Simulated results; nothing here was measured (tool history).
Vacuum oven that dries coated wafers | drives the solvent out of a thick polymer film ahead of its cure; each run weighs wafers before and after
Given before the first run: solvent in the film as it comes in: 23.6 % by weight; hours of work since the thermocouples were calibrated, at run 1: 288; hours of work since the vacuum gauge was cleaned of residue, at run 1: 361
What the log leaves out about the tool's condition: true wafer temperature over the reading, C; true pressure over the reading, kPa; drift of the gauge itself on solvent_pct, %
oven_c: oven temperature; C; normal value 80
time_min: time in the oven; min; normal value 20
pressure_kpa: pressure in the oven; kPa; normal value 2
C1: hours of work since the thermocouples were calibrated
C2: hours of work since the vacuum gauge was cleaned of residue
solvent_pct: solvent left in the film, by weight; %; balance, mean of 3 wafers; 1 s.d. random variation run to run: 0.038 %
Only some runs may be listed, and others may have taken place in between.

Run 1, day 0: usual settings; C1 288; C2 361. Result: solvent_pct 4.26 %.
Run 2, day 1.438: usual settings but pressure_kpa 2.46 kPa; C1 304; C2 377. Result: solvent_pct 4.48 %.
Run 3, day 3.012: usual settings but pressure_kpa 2.46 kPa; C1 321; C2 394. Result: solvent_pct 4.44 %.
Run 4, day 4.012: usual settings; C1 333; C2 405. Result: solvent_pct 4.3 %.
Run 5, day 5.762: usual settings; C1 352; C2 425. Result: solvent_pct 4.33 %.
Run 6, day 6.679: usual settings; C1 362; C2 435. Result: solvent_pct 4.22 %.
Run 7, day 8.071: usual settings; C1 378; C2 451. Result: solvent_pct 4.26 %.
Run 8, day 9.642: usual settings; C1 395; C2 468. Result: solvent_pct 4.26 %.
Run 9, day 10.471: usual settings; C1 404; C2 477. Result: solvent_pct 4.32 %.
Run 10, day 11.379: usual settings but oven_c 75 C; C1 415; C2 487. Result: solvent_pct 6.96 %.
Run 11, day 12.9: usual settings but oven_c 75 C; C1 431; C2 504. Result: solvent_pct 6.88 %.
Run 12, day 14.383: usual settings but oven_c 75 C; C1 448; C2 521. Result: solvent_pct 6.91 %.
Run 13, day 15.367: usual settings but time_min 14 min; C1 459; C2 532. Result: solvent_pct 6.58 %.
Run 14, day 17.142: usual settings but time_min 14 min; C1 479; C2 552. Result: solvent_pct 6.49 %.
Run 15, day 18.842: usual settings but time_min 14 min; C1 498; C2 570. Result: solvent_pct 6.57 %.
Run 16, day 19.579: usual settings but oven_c 67 C, time_min 14 min; C1 506; C2 579. Result: solvent_pct 13.34 %.
Run 17, day 20.512: usual settings but oven_c 67 C, time_min 14 min; C1 516; C2 589. Result: solvent_pct 13.29 %.
Run 18, day 22.088: usual settings but oven_c 67 C, time_min 14 min; C1 534; C2 607. Result: solvent_pct 13.42 %.
Run 19, day 23.725: usual settings but oven_c 67 C, time_min 14 min; C1 552; C2 625. Result: solvent_pct 13.52 %.
Run 20, day 25.304: usual settings but oven_c 79 C, time_min 14 min; C1 570; C2 642. Result: solvent_pct 7.21 %.
Run 21, day 26.45: usual settings but oven_c 79 C, time_min 14 min; C1 582; C2 655. Result: solvent_pct 7.14 %.
Run 22, day 27.529: usual settings but oven_c 79 C, time_min 14 min; C1 594; C2 667. Result: solvent_pct 7.07 %.
Run 23, day 28.542: usual settings but oven_c 79 C, time_min 11 min; C1 606; C2 678. Result: solvent_pct 8.81 %.
At day 29.312: oven's thermocouples calibrated.
Run 24, day 29.625: usual settings but oven_c 79 C, time_min 11 min; C1 3; C2 690. Result: solvent_pct 7.95 %.
Run 25, day 30.596: usual settings but oven_c 86 C, time_min 11 min, pressure_kpa 5.69 kPa; C1 14; C2 700. Result: solvent_pct 5.67 %.
Run 26, day 32.308: usual settings but oven_c 71 C, time_min 11 min, pressure_kpa 2.9 kPa; C1 33; C2 719. Result: solvent_pct 12.65 %.
Run 27, day 33.688: usual settings but oven_c 90 C, time_min 28 min, pressure_kpa 2.82 kPa; C1 49; C2 735. Result: solvent_pct 1.14 %.
Run 28, day 34.479: usual settings but oven_c 67 C, pressure_kpa 5.09 kPa; C1 58; C2 744. Result: solvent_pct 12.46 %.
Run 29, day 35.358: usual settings; C1 67; C2 753. Result: solvent_pct 3.87 %.
Run 30, day 36.35: usual settings but oven_c 93 C, time_min 32 min, pressure_kpa 7.63 kPa; C1 78; C2 764. Result: solvent_pct 2.58 %.
Run 31, day 37.3: usual settings but oven_c 93 C, time_min 32 min, pressure_kpa 7.63 kPa; C1 89; C2 775. Result: solvent_pct 2.5 %.
Run 32, day 38.617: usual settings but oven_c 93 C, time_min 32 min, pressure_kpa 7.63 kPa; C1 104; C2 790. Result: solvent_pct 2.57 %.
Run 33, day 40.433: usual settings but oven_c 67 C, time_min 13 min, pressure_kpa 3.17 kPa; C1 124; C2 810. Result: solvent_pct 13.9 %.
Run 34, day 41.583: usual settings but oven_c 95 C, time_min 14 min, pressure_kpa 5.85 kPa; C1 137; C2 823. Result: solvent_pct 2.14 %.
Run 35, day 43.2: usual settings but oven_c 79 C, time_min 29 min, pressure_kpa 6.84 kPa; C1 155; C2 841. Result: solvent_pct 5.16 %.
Run 36, day 44.438: usual settings but oven_c 73 C, time_min 11 min, pressure_kpa 6.84 kPa; C1 168; C2 855. Result: solvent_pct 13.13 %.
Run 37, day 45.35: usual settings but oven_c 72 C, time_min 11 min, pressure_kpa 6.84 kPa; C1 179; C2 865. Result: solvent_pct 13.72 %.
Run 38, day 46.1: usual settings but oven_c 71 C, time_min 19 min, pressure_kpa 1.31 kPa; C1 187; C2 873. Result: solvent_pct 8.67 %.
Run 39, day 47.746: usual settings but oven_c 73 C, time_min 19 min, pressure_kpa 4.45 kPa; C1 205; C2 891. Result: solvent_pct 9.25 %.
Run 40, day 49.071: usual settings but oven_c 73 C, time_min 19 min, pressure_kpa 4.45 kPa; C1 220; C2 906. Result: solvent_pct 9.19 %.
Run 41, day 50.712: usual settings but oven_c 71 C, time_min 19 min, pressure_kpa 4.76 kPa; C1 238; C2 924. Result: solvent_pct 10.44 %.
Run 42, day 52.271: usual settings but oven_c 76 C, pressure_kpa 2.96 kPa; C1 256; C2 942. Result: solvent_pct 6.45 %.
Run 43, day 53.708: usual settings but oven_c 76 C, time_min 18 min, pressure_kpa 2.44 kPa; C1 272; C2 958. Result: solvent_pct 6.91 %.
Run 44, day 55.158: usual settings but oven_c 76 C, time_min 18 min, pressure_kpa 1.46 kPa; C1 288; C2 974. Result: solvent_pct 6.45 %.
Run 45, day 56.312: usual settings but oven_c 86 C, pressure_kpa 1.77 kPa; C1 301; C2 987. Result: solvent_pct 1.84 %.
Run 46, day 57.325: usual settings but oven_c 69 C, time_min 15 min, pressure_kpa 1.95 kPa; C1 312; C2 998. Result: solvent_pct 11.64 %.
Run 47, day 58.379: usual settings but oven_c 69 C, time_min 15 min, pressure_kpa 1.95 kPa; C1 324; C2 1010. Result: solvent_pct 11.57 %.

Subtracting, for every run, the result it would have given without the tool's unlogged condition from the measured result gives the following. The same run-to-run variation enters both numbers; the gauge's scatter may not:
run  solvent_pct
  1        +0.62
  2        +0.63
  3        +0.65
  4        +0.65
  5        +0.66
  6        +0.67
  7        +0.69
  8        +0.69
  9         +0.7
 10        +0.87
 11        +0.89
 12         +0.9
 13        +0.88
 14        +0.88
 15         +0.9
 16        +0.81
 17        +0.81
 18        +0.84
 19        +0.86
 20        +0.98
 21        +0.99
 22        +0.99
 23        +1.02
 24         +0.2
 25         +0.2
 26        +0.22
 27        +0.08
 28        +0.28
 29        +0.24
 30        +0.09
 31        +0.09
 32         +0.1
 33        +0.28
 34        +0.12
 35        +0.28
 36        +0.33
 37        +0.33
 38         +0.4
 39        +0.42
 40        +0.43
 41        +0.44
 42        +0.43
 43        +0.45
 44        +0.46
 45        +0.25
 46        +0.46
 47        +0.47
